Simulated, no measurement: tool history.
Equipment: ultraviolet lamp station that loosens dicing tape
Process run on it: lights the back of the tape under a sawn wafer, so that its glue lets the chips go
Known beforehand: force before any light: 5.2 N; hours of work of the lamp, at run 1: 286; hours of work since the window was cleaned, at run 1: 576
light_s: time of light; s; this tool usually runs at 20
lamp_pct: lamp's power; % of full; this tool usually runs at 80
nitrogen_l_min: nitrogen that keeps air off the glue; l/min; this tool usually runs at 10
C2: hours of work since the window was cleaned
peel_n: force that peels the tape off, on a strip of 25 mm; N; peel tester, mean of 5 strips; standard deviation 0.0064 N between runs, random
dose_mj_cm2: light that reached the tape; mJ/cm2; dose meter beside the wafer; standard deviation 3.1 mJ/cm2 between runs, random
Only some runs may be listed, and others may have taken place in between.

{"run": 1, "hour": 0.0, "light_s": 20, "lamp_pct": 80, "nitrogen_l_min": 10, "hours of work of the lamp": 286, "C2": 576, "peel_n": 0.373, "dose_mj_cm2": 354}
{"run": 2, "hour": 11.2, "light_s": 20, "lamp_pct": 66, "nitrogen_l_min": 10, "hours of work of the lamp": 294, "C2": 585, "peel_n": 0.602, "dose_mj_cm2": 294}
{"run": 3, "hour": 20.8, "light_s": 20, "lamp_pct": 80, "nitrogen_l_min": 10, "hours of work of the lamp": 302, "C2": 592, "peel_n": 0.404, "dose_mj_cm2": 352}
{"hour": 22.9, "done": "window cleaned of glue's vapour"}
{"run": 4, "hour": 33.7, "light_s": 20, "lamp_pct": 80, "nitrogen_l_min": 10, "hours of work of the lamp": 311, "C2": 8, "peel_n": 0.451, "dose_mj_cm2": 333}
{"run": 5, "hour": 41.6, "light_s": 13, "lamp_pct": 80, "nitrogen_l_min": 10, "hours of work of the lamp": 317, "C2": 14, "peel_n": 0.974, "dose_mj_cm2": 215}
{"run": 6, "hour": 48.1, "light_s": 20, "lamp_pct": 80, "nitrogen_l_min": 10, "hours of work of the lamp": 322, "C2": 19, "peel_n": 0.458, "dose_mj_cm2": 334}
{"run": 7, "hour": 54.6, "light_s": 20, "lamp_pct": 70, "nitrogen_l_min": 10, "hours of work of the lamp": 327, "C2": 24, "peel_n": 0.617, "dose_mj_cm2": 294}
{"run": 8, "hour": 66.0, "light_s": 20, "lamp_pct": 80, "nitrogen_l_min": 10, "hours of work of the lamp": 336, "C2": 33, "peel_n": 0.48, "dose_mj_cm2": 328}
{"run": 9, "hour": 76.3, "light_s": 20, "lamp_pct": 80, "nitrogen_l_min": 10, "hours of work of the lamp": 343, "C2": 41, "peel_n": 0.489, "dose_mj_cm2": 332}
{"run": 10, "hour": 87.5, "light_s": 20, "lamp_pct": 80, "nitrogen_l_min": 10, "hours of work of the lamp": 352, "C2": 49, "peel_n": 0.458, "dose_mj_cm2": 324}
{"run": 11, "hour": 94.0, "light_s": 20, "lamp_pct": 80, "nitrogen_l_min": 10, "hours of work of the lamp": 357, "C2": 54, "peel_n": 0.502, "dose_mj_cm2": 320}
{"hour": 102.3, "done": "window cleaned of glue's vapour, once more"}
{"run": 12, "hour": 104.7, "light_s": 20, "lamp_pct": 80, "nitrogen_l_min": 10, "hours of work of the lamp": 364, "C2": 2, "peel_n": 0.314, "dose_mj_cm2": 391}
{"run": 13, "hour": 115.0, "light_s": 20, "lamp_pct": 80, "nitrogen_l_min": 10, "hours of work of the lamp": 372, "C2": 10, "peel_n": 0.309, "dose_mj_cm2": 388}
{"run": 14, "hour": 128.8, "light_s": 20, "lamp_pct": 80, "nitrogen_l_min": 5, "hours of work of the lamp": 383, "C2": 20, "peel_n": 0.554, "dose_mj_cm2": 386}
{"run": 15, "hour": 139.0, "light_s": 20, "lamp_pct": 80, "nitrogen_l_min": 10, "hours of work of the lamp": 391, "C2": 28, "peel_n": 0.34, "dose_mj_cm2": 383}
{"run": 16, "hour": 150.9, "light_s": 20, "lamp_pct": 63, "nitrogen_l_min": 10, "hours of work of the lamp": 399, "C2": 37, "peel_n": 0.575, "dose_mj_cm2": 302}
{"run": 17, "hour": 156.7, "light_s": 20, "lamp_pct": 63, "nitrogen_l_min": 10, "hours of work of the lamp": 404, "C2": 41, "peel_n": 0.562, "dose_mj_cm2": 299}
{"run": 18, "hour": 162.9, "light_s": 20, "lamp_pct": 63, "nitrogen_l_min": 10, "hours of work of the lamp": 409, "C2": 46, "peel_n": 0.579, "dose_mj_cm2": 300}
{"run": 19, "hour": 174.7, "light_s": 20, "lamp_pct": 63, "nitrogen_l_min": 10, "hours of work of the lamp": 418, "C2": 55, "peel_n": 0.57, "dose_mj_cm2": 294}
{"run": 20, "hour": 182.8, "light_s": 20, "lamp_pct": 92, "nitrogen_l_min": 10, "hours of work of the lamp": 424, "C2": 61, "peel_n": 0.274, "dose_mj_cm2": 432}
{"run": 21, "hour": 192.4, "light_s": 20, "lamp_pct": 80, "nitrogen_l_min": 10, "hours of work of the lamp": 431, "C2": 68, "peel_n": 0.363, "dose_mj_cm2": 370}
{"run": 22, "hour": 199.7, "light_s": 34, "lamp_pct": 80, "nitrogen_l_min": 10, "hours of work of the lamp": 437, "C2": 74, "peel_n": 0.132, "dose_mj_cm2": 632}
{"run": 23, "hour": 205.6, "light_s": 34, "lamp_pct": 80, "nitrogen_l_min": 10, "hours of work of the lamp": 441, "C2": 78, "peel_n": 0.133, "dose_mj_cm2": 622}
{"run": 24, "hour": 217.7, "light_s": 12, "lamp_pct": 70, "nitrogen_l_min": 4, "hours of work of the lamp": 450, "C2": 87, "peel_n": 1.758, "dose_mj_cm2": 191}
{"run": 25, "hour": 223.8, "light_s": 12, "lamp_pct": 70, "nitrogen_l_min": 4, "hours of work of the lamp": 455, "C2": 92, "peel_n": 1.746, "dose_mj_cm2": 191}
{"run": 26, "hour": 238.1, "light_s": 12, "lamp_pct": 70, "nitrogen_l_min": 4, "hours of work of the lamp": 466, "C2": 103, "peel_n": 1.752, "dose_mj_cm2": 188}
{"run": 27, "hour": 248.4, "light_s": 12, "lamp_pct": 72, "nitrogen_l_min": 11, "hours of work of the lamp": 473, "C2": 111, "peel_n": 1.16, "dose_mj_cm2": 197}
{"run": 28, "hour": 259.1, "light_s": 34, "lamp_pct": 72, "nitrogen_l_min": 5, "hours of work of the lamp": 482, "C2": 119, "peel_n": 0.273, "dose_mj_cm2": 549}
{"run": 29, "hour": 271.6, "light_s": 34, "lamp_pct": 72, "nitrogen_l_min": 5, "hours of work of the lamp": 491, "C2": 128, "peel_n": 0.263, "dose_mj_cm2": 541}
{"run": 30, "hour": 285.9, "light_s": 34, "lamp_pct": 83, "nitrogen_l_min": 4, "hours of work of the lamp": 502, "C2": 139, "peel_n": 0.221, "dose_mj_cm2": 621}
{"run": 31, "hour": 297.8, "light_s": 34, "lamp_pct": 83, "nitrogen_l_min": 4, "hours of work of the lamp": 511, "C2": 148, "peel_n": 0.238, "dose_mj_cm2": 617}
{"run": 32, "hour": 306.5, "light_s": 35, "lamp_pct": 94, "nitrogen_l_min": 9, "hours of work of the lamp": 518, "C2": 155, "peel_n": 0.108, "dose_mj_cm2": 708}
{"run": 33, "hour": 316.6, "light_s": 35, "lamp_pct": 94, "nitrogen_l_min": 9, "hours of work of the lamp": 525, "C2": 163, "peel_n": 0.107, "dose_mj_cm2": 702}
{"run": 34, "hour": 328.0, "light_s": 35, "lamp_pct": 94, "nitrogen_l_min": 9, "hours of work of the lamp": 534, "C2": 171, "peel_n": 0.116, "dose_mj_cm2": 707}
{"run": 35, "hour": 340.2, "light_s": 35, "lamp_pct": 94, "nitrogen_l_min": 9, "hours of work of the lamp": 543, "C2": 180, "peel_n": 0.11, "dose_mj_cm2": 693}
{"run": 36, "hour": 352.2, "light_s": 31, "lamp_pct": 89, "nitrogen_l_min": 4, "hours of work of the lamp": 552, "C2": 190, "peel_n": 0.273, "dose_mj_cm2": 584}
{"run": 37, "hour": 358.2, "light_s": 31, "lamp_pct": 89, "nitrogen_l_min": 4, "hours of work of the lamp": 557, "C2": 194, "peel_n": 0.263, "dose_mj_cm2": 576}
{"run": 38, "hour": 368.5, "light_s": 24, "lamp_pct": 89, "nitrogen_l_min": 15, "hours of work of the lamp": 565, "C2": 202, "peel_n": 0.189, "dose_mj_cm2": 441}
{"run": 39, "hour": 376.7, "light_s": 20, "lamp_pct": 75, "nitrogen_l_min": 8, "hours of work of the lamp": 571, "C2": 208, "peel_n": 0.601, "dose_mj_cm2": 311}
{"run": 40, "hour": 389.1, "light_s": 20, "lamp_pct": 75, "nitrogen_l_min": 8, "hours of work of the lamp": 580, "C2": 217, "peel_n": 0.645, "dose_mj_cm2": 304}
{"run": 41, "hour": 399.7, "light_s": 18, "lamp_pct": 97, "nitrogen_l_min": 8, "hours of work of the lamp": 588, "C2": 226, "peel_n": 0.473, "dose_mj_cm2": 356}
{"run": 42, "hour": 408.7, "light_s": 12, "lamp_pct": 65, "nitrogen_l_min": 20, "hours of work of the lamp": 595, "C2": 232, "peel_n": 1.229, "dose_mj_cm2": 159}
{"run": 43, "hour": 416.6, "light_s": 26, "lamp_pct": 94, "nitrogen_l_min": 14, "hours of work of the lamp": 601, "C2": 238, "peel_n": 0.17, "dose_mj_cm2": 489}

Alternative continuations, all from the tool just after run 43; predict every row:
{"run": "A", "hour": 430.0, "light_s": 18, "lamp_pct": 94, "nitrogen_l_min": 14, "hours of work of the lamp": 611, "C2": 249, "peel_n": "?", "dose_mj_cm2": "?"}
{"run": "B", "hour": 430.0, "light_s": 20, "lamp_pct": 87, "nitrogen_l_min": 11, "hours of work of the lamp": 611, "C2": 249, "peel_n": "?", "dose_mj_cm2": "?"}
{"run": "C", "hour": 430.0, "light_s": 36, "lamp_pct": 80, "nitrogen_l_min": 18, "hours of work of the lamp": 611, "C2": 249, "peel_n": "?", "dose_mj_cm2": "?"}
{"run": "D", "hour": 430.0, "light_s": 18, "lamp_pct": 98, "nitrogen_l_min": 11, "hours of work of the lamp": 611, "C2": 249, "peel_n": "?", "dose_mj_cm2": "?"}

run=A peel_n=0.352 dose_mj_cm2=343
run=B peel_n=0.399 dose_mj_cm2=348
run=C peel_n=0.115 dose_mj_cm2=571
run=D peel_n=0.387 dose_mj_cm2=352
Had the tool no hidden state, the same runs would have come out as:
run=A peel_n=0.141 dose_mj_cm2=521
run=B peel_n=0.169 dose_mj_cm2=531
run=C peel_n=0.091 dose_mj_cm2=872
run=D peel_n=0.157 dose_mj_cm2=538
